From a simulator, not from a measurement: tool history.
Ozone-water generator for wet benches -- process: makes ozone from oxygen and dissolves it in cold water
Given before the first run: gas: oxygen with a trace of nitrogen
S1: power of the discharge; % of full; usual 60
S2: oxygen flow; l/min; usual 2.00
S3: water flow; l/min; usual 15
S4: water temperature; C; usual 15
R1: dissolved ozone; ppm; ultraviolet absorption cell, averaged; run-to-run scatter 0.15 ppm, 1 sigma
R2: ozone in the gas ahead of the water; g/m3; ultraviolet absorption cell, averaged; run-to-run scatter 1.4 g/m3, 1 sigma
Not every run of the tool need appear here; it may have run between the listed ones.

run	hour	S1	S2	S3	S4	R1	R2
1	0.0	60	2.00	15	15	19.2	251.0
# hour 19.3: contactor cleaned
2	141.7	60	2.00	14	15	20.4	252.0
# hour 227.8: water thermometer calibrated
3	268.8	60	2.00	14	15	20.7	251.6
4	363.6	60	2.00	14	15	20.5	250.7
5	467.5	60	2.00	14	15	20.3	250.6
6	624.4	60	2.00	15	15	19.1	252.3
7	787.7	60	2.00	15	15	19.0	250.9
8	899.4	60	2.00	15	15	19.0	252.2
9	973.6	60	2.00	15	15	18.8	249.4
10	1052.7	60	2.00	15	15	19.1	252.1
11	1143.1	60	2.00	15	15	19.0	252.7
12	1275.3	61	2.07	16	10	19.2	252.7
13	1423.2	51	2.00	11	15	23.5	229.4
14	1569.1	60	2.50	15	15	20.7	232.2

Run 15 comes next. What will it give?
15	1652.8	60	2.50	15	15	?	?

R1: 20.6 ppm
R2: 230.4 g/m3
Had the tool carried no hidden state, the very same run would have given R1 20.6 ppm, R2 230.5 g/m3.
